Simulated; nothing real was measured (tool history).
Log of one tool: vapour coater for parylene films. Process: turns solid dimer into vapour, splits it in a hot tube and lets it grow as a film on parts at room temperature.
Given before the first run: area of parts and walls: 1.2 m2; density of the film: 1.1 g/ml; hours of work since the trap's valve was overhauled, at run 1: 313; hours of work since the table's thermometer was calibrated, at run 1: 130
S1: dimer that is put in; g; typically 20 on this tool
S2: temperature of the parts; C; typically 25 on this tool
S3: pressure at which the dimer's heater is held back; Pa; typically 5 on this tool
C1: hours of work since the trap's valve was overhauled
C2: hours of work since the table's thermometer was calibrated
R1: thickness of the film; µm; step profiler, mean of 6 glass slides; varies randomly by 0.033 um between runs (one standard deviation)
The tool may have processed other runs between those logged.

run	hour	S1	S2	S3	C1	C2	R1
1	0	20	25	5	313	130	10.32
2	37.2	20	34	5	345	162	8.25
3	58.6	20	34	5	363	181	8.15
4	77.7	20	25	5	380	197	10.37
5	109.7	20	24	5	407	225	10.51
6	144.2	20	24	5	437	255	10.6
7	178.2	20	22	5	466	284	11.12
8	207.1	20	25	5	491	309	10.37
9	249.8	20	25	5	528	346	10.34
# hour 287: trap's valve overhauled
10	296.4	19	25	5	8	383	9.86
11	325.4	19	25	5	33	408	9.87
12	372.6	25	20	7.67	74	449	13.96
13	414.5	25	20	7.67	110	485	14.05
14	451.6	15	19	3.01	142	517	9.54
15	480	18	22	5	167	541	10.05
16	522.9	30	20	5	204	578	17.56
17	560.3	9	34	4.8	236	611	3.71

The next listed run, before its measurement:
18	603.2	16	35	6.28	273	648	?

R1: 6.26 µm
Had the tool carried no hidden state, the very same run would have given R1 6.27 µm.

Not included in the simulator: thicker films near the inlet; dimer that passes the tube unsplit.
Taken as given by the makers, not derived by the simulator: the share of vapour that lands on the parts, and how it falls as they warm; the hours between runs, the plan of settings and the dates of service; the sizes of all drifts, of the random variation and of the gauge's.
